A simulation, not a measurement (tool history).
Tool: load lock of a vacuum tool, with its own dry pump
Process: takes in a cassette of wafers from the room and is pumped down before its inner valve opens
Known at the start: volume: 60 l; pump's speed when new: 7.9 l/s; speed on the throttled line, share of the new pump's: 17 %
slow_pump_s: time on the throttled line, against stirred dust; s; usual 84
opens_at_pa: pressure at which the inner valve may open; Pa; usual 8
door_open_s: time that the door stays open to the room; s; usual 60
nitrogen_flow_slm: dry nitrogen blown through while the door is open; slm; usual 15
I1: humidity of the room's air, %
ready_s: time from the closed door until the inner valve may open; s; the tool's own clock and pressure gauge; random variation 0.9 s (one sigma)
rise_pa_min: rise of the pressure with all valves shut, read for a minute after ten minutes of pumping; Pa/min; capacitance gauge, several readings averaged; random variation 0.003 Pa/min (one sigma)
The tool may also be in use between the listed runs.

{"run": 1, "hour": 0.0, "slow_pump_s": 84, "opens_at_pa": 8, "door_open_s": 60, "nitrogen_flow_slm": 15, "I1": 44.1, "ready_s": 146.6, "rise_pa_min": 0.077}
{"run": 2, "hour": 242.5, "slow_pump_s": 84, "opens_at_pa": 8, "door_open_s": 60, "nitrogen_flow_slm": 15, "I1": 43.5, "ready_s": 146.5, "rise_pa_min": 0.074}
{"run": 3, "hour": 549.2, "slow_pump_s": 84, "opens_at_pa": 8, "door_open_s": 98, "nitrogen_flow_slm": 15, "I1": 41.2, "ready_s": 147.1, "rise_pa_min": 0.083}
{"run": 4, "hour": 734.2, "slow_pump_s": 84, "opens_at_pa": 8, "door_open_s": 211, "nitrogen_flow_slm": 15, "I1": 45.0, "ready_s": 148.1, "rise_pa_min": 0.095}
{"run": 5, "hour": 996.3, "slow_pump_s": 84, "opens_at_pa": 8, "door_open_s": 60, "nitrogen_flow_slm": 15, "I1": 46.5, "ready_s": 147.9, "rise_pa_min": 0.086}
{"run": 6, "hour": 1157.9, "slow_pump_s": 84, "opens_at_pa": 8, "door_open_s": 60, "nitrogen_flow_slm": 11, "I1": 45.3, "ready_s": 147.9, "rise_pa_min": 0.093}
{"run": 7, "hour": 1294.8, "slow_pump_s": 142, "opens_at_pa": 8, "door_open_s": 60, "nitrogen_flow_slm": 15, "I1": 45.0, "ready_s": 195.7, "rise_pa_min": 0.093}
{"run": 8, "hour": 1483.6, "slow_pump_s": 84, "opens_at_pa": 10, "door_open_s": 60, "nitrogen_flow_slm": 15, "I1": 45.2, "ready_s": 146.5, "rise_pa_min": 0.094}
{"run": 9, "hour": 1673.8, "slow_pump_s": 84, "opens_at_pa": 8, "door_open_s": 60, "nitrogen_flow_slm": 15, "I1": 42.9, "ready_s": 149.6, "rise_pa_min": 0.098}
{"run": 10, "hour": 1974.0, "slow_pump_s": 84, "opens_at_pa": 8, "door_open_s": 60, "nitrogen_flow_slm": 15, "I1": 47.7, "ready_s": 149.7, "rise_pa_min": 0.107}
{"run": 11, "hour": 2169.4, "slow_pump_s": 84, "opens_at_pa": 8, "door_open_s": 60, "nitrogen_flow_slm": 15, "I1": 42.8, "ready_s": 151.0, "rise_pa_min": 0.109}
{"run": 12, "hour": 2385.8, "slow_pump_s": 84, "opens_at_pa": 8, "door_open_s": 60, "nitrogen_flow_slm": 15, "I1": 46.3, "ready_s": 149.0, "rise_pa_min": 0.11}
{"run": 13, "hour": 2681.7, "slow_pump_s": 84, "opens_at_pa": 8, "door_open_s": 60, "nitrogen_flow_slm": 15, "I1": 43.1, "ready_s": 150.6, "rise_pa_min": 0.12}
{"run": 14, "hour": 2856.0, "slow_pump_s": 84, "opens_at_pa": 8, "door_open_s": 60, "nitrogen_flow_slm": 15, "I1": 46.9, "ready_s": 149.9, "rise_pa_min": 0.122}
{"run": 15, "hour": 3051.0, "slow_pump_s": 84, "opens_at_pa": 8, "door_open_s": 60, "nitrogen_flow_slm": 15, "I1": 45.8, "ready_s": 150.2, "rise_pa_min": 0.125}
{"run": 16, "hour": 3336.8, "slow_pump_s": 84, "opens_at_pa": 8, "door_open_s": 60, "nitrogen_flow_slm": 15, "I1": 42.3, "ready_s": 149.4, "rise_pa_min": 0.127}
{"run": 17, "hour": 3499.3, "slow_pump_s": 84, "opens_at_pa": 11, "door_open_s": 60, "nitrogen_flow_slm": 15, "I1": 45.6, "ready_s": 146.9, "rise_pa_min": 0.135}
{"run": 18, "hour": 3672.7, "slow_pump_s": 84, "opens_at_pa": 8, "door_open_s": 48, "nitrogen_flow_slm": 15, "I1": 43.0, "ready_s": 149.5, "rise_pa_min": 0.142}
{"run": 19, "hour": 3951.7, "slow_pump_s": 84, "opens_at_pa": 8, "door_open_s": 48, "nitrogen_flow_slm": 15, "I1": 44.9, "ready_s": 152.0, "rise_pa_min": 0.138}
{"run": 20, "hour": 4263.1, "slow_pump_s": 48, "opens_at_pa": 15, "door_open_s": 48, "nitrogen_flow_slm": 15, "I1": 47.5, "ready_s": 120.7, "rise_pa_min": 0.148}
{"run": 21, "hour": 4526.4, "slow_pump_s": 48, "opens_at_pa": 15, "door_open_s": 48, "nitrogen_flow_slm": 15, "I1": 43.6, "ready_s": 118.4, "rise_pa_min": 0.15}
{"run": 22, "hour": 4684.3, "slow_pump_s": 123, "opens_at_pa": 8, "door_open_s": 35, "nitrogen_flow_slm": 9, "I1": 46.9, "ready_s": 184.4, "rise_pa_min": 0.16}
{"run": 23, "hour": 4878.4, "slow_pump_s": 123, "opens_at_pa": 9, "door_open_s": 35, "nitrogen_flow_slm": 7, "I1": 44.2, "ready_s": 182.7, "rise_pa_min": 0.164}
{"run": 24, "hour": 5121.9, "slow_pump_s": 123, "opens_at_pa": 9, "door_open_s": 35, "nitrogen_flow_slm": 7, "I1": 45.3, "ready_s": 183.3, "rise_pa_min": 0.172}
{"run": 25, "hour": 5364.8, "slow_pump_s": 50, "opens_at_pa": 8, "door_open_s": 60, "nitrogen_flow_slm": 8, "I1": 46.5, "ready_s": 127.3, "rise_pa_min": 0.178}
{"run": 26, "hour": 5665.3, "slow_pump_s": 114, "opens_at_pa": 9, "door_open_s": 66, "nitrogen_flow_slm": 8, "I1": 42.9, "ready_s": 177.5, "rise_pa_min": 0.183}
{"run": 27, "hour": 5983.0, "slow_pump_s": 114, "opens_at_pa": 9, "door_open_s": 66, "nitrogen_flow_slm": 8, "I1": 48.2, "ready_s": 177.5, "rise_pa_min": 0.192}
{"run": 28, "hour": 6188.2, "slow_pump_s": 114, "opens_at_pa": 9, "door_open_s": 66, "nitrogen_flow_slm": 27, "I1": 41.9, "ready_s": 178.4, "rise_pa_min": 0.186}
{"run": 29, "hour": 6511.8, "slow_pump_s": 128, "opens_at_pa": 8, "door_open_s": 35, "nitrogen_flow_slm": 15, "I1": 41.7, "ready_s": 191.0, "rise_pa_min": 0.189}
{"run": 30, "hour": 6703.1, "slow_pump_s": 128, "opens_at_pa": 8, "door_open_s": 35, "nitrogen_flow_slm": 15, "I1": 45.2, "ready_s": 191.5, "rise_pa_min": 0.201}
{"run": 31, "hour": 6885.0, "slow_pump_s": 44, "opens_at_pa": 8, "door_open_s": 55, "nitrogen_flow_slm": 15, "I1": 44.4, "ready_s": 124.9, "rise_pa_min": 0.211}
{"run": 32, "hour": 7064.0, "slow_pump_s": 44, "opens_at_pa": 9, "door_open_s": 171, "nitrogen_flow_slm": 15, "I1": 43.9, "ready_s": 122.5, "rise_pa_min": 0.22}

Forecast run 33:
{"run": 33, "hour": 7374.0, "slow_pump_s": 65, "opens_at_pa": 8, "door_open_s": 63, "nitrogen_flow_slm": 15, "I1": 45.3, "ready_s": "?", "rise_pa_min": "?"}

Run 33 gave ready_s 142.7 s, rise_pa_min 0.224 Pa/min.
Without the tool's hidden state the same run would have given ready_s 126.3 s, rise_pa_min 0.022 Pa/min.
